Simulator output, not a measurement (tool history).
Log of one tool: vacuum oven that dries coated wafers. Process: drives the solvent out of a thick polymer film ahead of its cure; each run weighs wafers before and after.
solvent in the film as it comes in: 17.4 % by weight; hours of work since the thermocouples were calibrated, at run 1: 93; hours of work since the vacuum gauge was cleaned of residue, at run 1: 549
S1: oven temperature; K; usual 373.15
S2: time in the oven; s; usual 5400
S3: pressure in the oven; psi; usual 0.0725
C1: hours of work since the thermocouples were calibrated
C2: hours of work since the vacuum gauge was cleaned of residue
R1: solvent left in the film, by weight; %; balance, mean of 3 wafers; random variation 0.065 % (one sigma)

Run 1, hour 0: usual settings; C1 93; C2 549. Result: R1 4.25 %.
Run 2, hour 5.8: usual settings but S3 0.1581 psi; C1 96; C2 552. Result: R1 4.7 %.
Run 3, hour 15.2: usual settings but S3 0.1581 psi; C1 101; C2 556. Result: R1 4.68 %.
Run 4, hour 25.9: usual settings but S3 0.1581 psi; C1 106; C2 562. Result: R1 4.55 %.
Run 5, hour 35.3: usual settings but S2 3660 s, S3 0.1581 psi; C1 110; C2 566. Result: R1 6.36 %.
Run 6, hour 41.8: usual settings but S2 3660 s, S3 0.1581 psi; C1 113; C2 569. Result: R1 6.55 %.
Run 7, hour 51.5: usual settings but S2 5820 s; C1 118; C2 574. Result: R1 3.91 %.
Run 8, hour 59.4: usual settings but S2 7680 s; C1 122; C2 578. Result: R1 2.73 %.
Run 9, hour 70.7: usual settings but S2 7680 s; C1 128; C2 583. Result: R1 2.65 %.
Run 10, hour 82.3: usual settings but S2 3600 s; C1 133; C2 589. Result: R1 6.27 %.
Run 11, hour 88.4: usual settings; C1 136; C2 592. Result: R1 4.31 %.
Run 12, hour 99: usual settings; C1 141; C2 597. Result: R1 4.2 %.
Run 13, hour 111.5: usual settings but S1 368.15 K; C1 147; C2 603. Result: R1 5.77 %.
Run 14, hour 124.6: usual settings but S1 368.15 K; C1 154; C2 610. Result: R1 5.66 %.
Run 15, hour 130.5: usual settings but S1 368.15 K; C1 157; C2 612. Result: R1 5.81 %.
At hour 132.7: vacuum gauge cleaned of residue and calibrated.
Run 16, hour 143.1: usual settings but S1 368.15 K; C1 162; C2 5. Result: R1 5.94 %.
Run 17, hour 153.6: usual settings but S1 368.15 K; C1 167; C2 10. Result: R1 5.82 %.
Run 18, hour 163.6: usual settings but S2 7920 s, S3 0.0531 psi; C1 172; C2 15. Result: R1 2.52 %.
Run 19, hour 176.8: usual settings but S2 3180 s, S3 0.0677 psi; C1 178; C2 21. Result: R1 7.03 %.
Run 20, hour 182.9: usual settings but S1 376.15 K; C1 181; C2 24. Result: R1 3.36 %.
Run 21, hour 190.1: usual settings but S1 376.15 K; C1 185; C2 28. Result: R1 3.6 %.
Run 22, hour 199: usual settings but S1 363.15 K; C1 189; C2 32. Result: R1 7.09 %.
Run 23, hour 210.3: usual settings but S2 4860 s, S3 0.1249 psi; C1 195; C2 38. Result: R1 5.1 %.
At hour 212.7: vacuum gauge cleaned of residue and calibrated, once more.
Run 24, hour 222.4: usual settings but S1 382.15 K, S2 9180 s, S3 0.2229 psi; C1 200; C2 5. Result: R1 1.16 %.
Run 25, hour 232.5: usual settings but S1 382.15 K, S2 9180 s, S3 0.2229 psi; C1 205; C2 10. Result: R1 1.24 %.
Run 26, hour 241.2: usual settings but S2 3480 s; C1 209; C2 14. Result: R1 6.39 %.
Run 27, hour 251: usual settings but S1 387.15 K, S2 3960 s, S3 0.0759 psi; C1 214; C2 19. Result: R1 2.21 %.
Run 28, hour 260.9: usual settings but S1 380.15 K, S2 4440 s, S3 0.0979 psi; C1 219; C2 23. Result: R1 3.41 %.
Run 29, hour 270: usual settings but S1 380.15 K, S2 4440 s, S3 0.0979 psi; C1 223; C2 28. Result: R1 3.26 %.
Run 30, hour 278.6: usual settings but S1 383.15 K, S2 5820 s, S3 0.0596 psi; C1 227; C2 32. Result: R1 1.5 %.
Run 31, hour 287.6: usual settings but S3 0.1134 psi; C1 232; C2 36. Result: R1 4.42 %.
Run 32, hour 296.1: usual settings but S3 0.1134 psi; C1 236; C2 41. Result: R1 4.36 %.
Run 33, hour 307.2: usual settings but S3 0.1134 psi; C1 241; C2 46. Result: R1 4.41 %.
Run 34, hour 314.5: usual settings but S1 368.15 K, S2 7740 s, S3 0.1134 psi; C1 245; C2 50. Result: R1 4.02 %.

The same runs without the tool's hidden state, with the same run-to-run variation:
The hidden state here: true wafer temperature over the reading, C; true pressure over the reading, kPa; drift of the gauge itself on solvent_pct, %.
run    R1
  1  4.08
  2  4.52
  3   4.5
  4  4.37
  5   6.2
  6  6.38
  7  3.72
  8  2.53
  9  2.45
 10  6.09
 11  4.11
 12     4
 13  5.55
 14  5.44
 15  5.59
 16  5.66
 17  5.54
 18  2.25
 19   6.8
 20  3.11
 21  3.35
 22  6.79
 23  4.83
 24  1.13
 25  1.21
 26  6.29
 27  2.14
 28  3.32
 29  3.17
 30  1.43
 31  4.31
 32  4.25
 33  4.29
 34   3.9

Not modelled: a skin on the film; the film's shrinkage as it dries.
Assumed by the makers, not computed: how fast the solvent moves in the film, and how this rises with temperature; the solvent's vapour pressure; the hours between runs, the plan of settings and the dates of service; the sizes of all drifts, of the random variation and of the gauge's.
